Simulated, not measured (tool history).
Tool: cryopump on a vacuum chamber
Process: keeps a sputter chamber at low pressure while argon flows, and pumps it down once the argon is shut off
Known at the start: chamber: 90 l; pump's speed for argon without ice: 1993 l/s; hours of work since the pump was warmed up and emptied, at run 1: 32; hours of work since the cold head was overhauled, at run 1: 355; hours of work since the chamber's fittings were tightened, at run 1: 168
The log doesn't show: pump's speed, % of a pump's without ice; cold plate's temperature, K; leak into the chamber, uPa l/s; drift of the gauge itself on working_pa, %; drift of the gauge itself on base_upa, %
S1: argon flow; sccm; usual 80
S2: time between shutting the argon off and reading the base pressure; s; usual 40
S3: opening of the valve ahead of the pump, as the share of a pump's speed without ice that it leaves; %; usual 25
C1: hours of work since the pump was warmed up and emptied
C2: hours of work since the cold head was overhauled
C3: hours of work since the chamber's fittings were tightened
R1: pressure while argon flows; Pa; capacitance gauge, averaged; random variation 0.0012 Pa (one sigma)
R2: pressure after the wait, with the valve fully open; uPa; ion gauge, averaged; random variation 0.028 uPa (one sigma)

Run 1, hour 0.0: usual settings; C1 32; C2 355; C3 168. Result: R1 0.2742 Pa, R2 1.32 uPa.
Run 2, hour 16.1: usual settings; C1 39; C2 362; C3 175. Result: R1 0.2739 Pa, R2 1.32 uPa.
Run 3, hour 32.5: usual settings but S1 127 sccm; C1 46; C2 369; C3 182. Result: R1 0.4341 Pa, R2 1.28 uPa.
Run 4, hour 53.7: usual settings but S1 42 sccm; C1 55; C2 379; C3 191. Result: R1 0.1428 Pa, R2 1.34 uPa.
Run 5, hour 71.6: usual settings but S1 42 sccm; C1 63; C2 386; C3 199. Result: R1 0.1448 Pa, R2 1.32 uPa.
Run 6, hour 92.1: usual settings but S1 42 sccm; C1 72; C2 395; C3 208. Result: R1 0.1442 Pa, R2 1.34 uPa.
Run 7, hour 112.7: usual settings but S1 42 sccm; C1 81; C2 404; C3 217. Result: R1 0.1449 Pa, R2 1.42 uPa.
Run 8, hour 131.4: usual settings but S2 98 s; C1 89; C2 412; C3 225. Result: R1 0.2749 Pa, R2 0.70 uPa.
Run 9, hour 154.5: usual settings; C1 99; C2 422; C3 235. Result: R1 0.2778 Pa, R2 1.36 uPa.
Run 10, hour 171.1: usual settings; C1 106; C2 430; C3 243. Result: R1 0.2765 Pa, R2 1.35 uPa.
Run 11, hour 195.0: usual settings; C1 117; C2 440; C3 253. Result: R1 0.2773 Pa, R2 1.39 uPa.
Run 12, hour 218.0: usual settings; C1 127; C2 450; C3 263. Result: R1 0.2810 Pa, R2 1.33 uPa.
Run 13, hour 240.4: usual settings but S2 200 s; C1 137; C2 460; C3 273. Result: R1 0.2803 Pa, R2 0.49 uPa.
Run 14, hour 260.3: usual settings but S1 83 sccm, S2 264 s, S3 37 %; C1 145; C2 468; C3 281. Result: R1 0.1978 Pa, R2 0.43 uPa.
Run 15, hour 273.8: usual settings but S1 83 sccm, S2 264 s, S3 37 %; C1 151; C2 474; C3 287. Result: R1 0.1990 Pa, R2 0.43 uPa.
Run 16, hour 284.5: usual settings but S1 41 sccm, S3 26 %; C1 156; C2 479; C3 292. Result: R1 0.1382 Pa, R2 1.39 uPa.
Run 17, hour 298.2: usual settings but S2 65 s; C1 162; C2 485; C3 298. Result: R1 0.2799 Pa, R2 0.95 uPa.
Run 18, hour 321.7: usual settings but S1 56 sccm, S2 26 s, S3 39 %; C1 172; C2 495; C3 308. Result: R1 0.1276 Pa, R2 2.01 uPa.
Run 19, hour 341.3: usual settings but S1 37 sccm, S3 32 %; C1 180; C2 504; C3 317. Result: R1 0.1026 Pa, R2 1.44 uPa.
Run 20, hour 359.3: usual settings but S1 42 sccm, S2 67 s, S3 24 %; C1 188; C2 512; C3 325. Result: R1 0.1533 Pa, R2 0.96 uPa.
Run 21, hour 371.5: usual settings but S1 42 sccm, S2 67 s, S3 24 %; C1 194; C2 517; C3 330. Result: R1 0.1551 Pa, R2 0.98 uPa.
Run 22, hour 382.5: usual settings but S1 43 sccm, S2 67 s, S3 38 %; C1 198; C2 522; C3 335. Result: R1 0.1015 Pa, R2 0.94 uPa.

4 ways to go on from here, each from the tool as it stands after run 22. What would each give?
Run A, hour 405.2: usual settings but S1 43 sccm, S2 67 s, S3 34 %; C1 208; C2 532; C3 344. Result: R1 ?, R2 ?.
Run B, hour 405.2: usual settings but S2 175 s, S3 38 %; C1 208; C2 532; C3 344. Result: R1 ?, R2 ?.
Run C, hour 405.2: usual settings but S1 160 sccm, S3 15 %; C1 208; C2 532; C3 344. Result: R1 ?, R2 ?.
Run D, hour 405.2: usual settings but S1 52 sccm; C1 208; C2 532; C3 344. Result: R1 ?, R2 ?.

run      R1    R2
  A  0.1117  0.99
  B  0.1896  0.53
  C  0.9250  1.44
  D  0.1838  1.41
Without the tool's hidden state the same runs would have given:
run      R1    R2
  A  0.1056  0.83
  B  0.1782  0.37
  C  0.9024  1.28
  D  0.1764  1.25
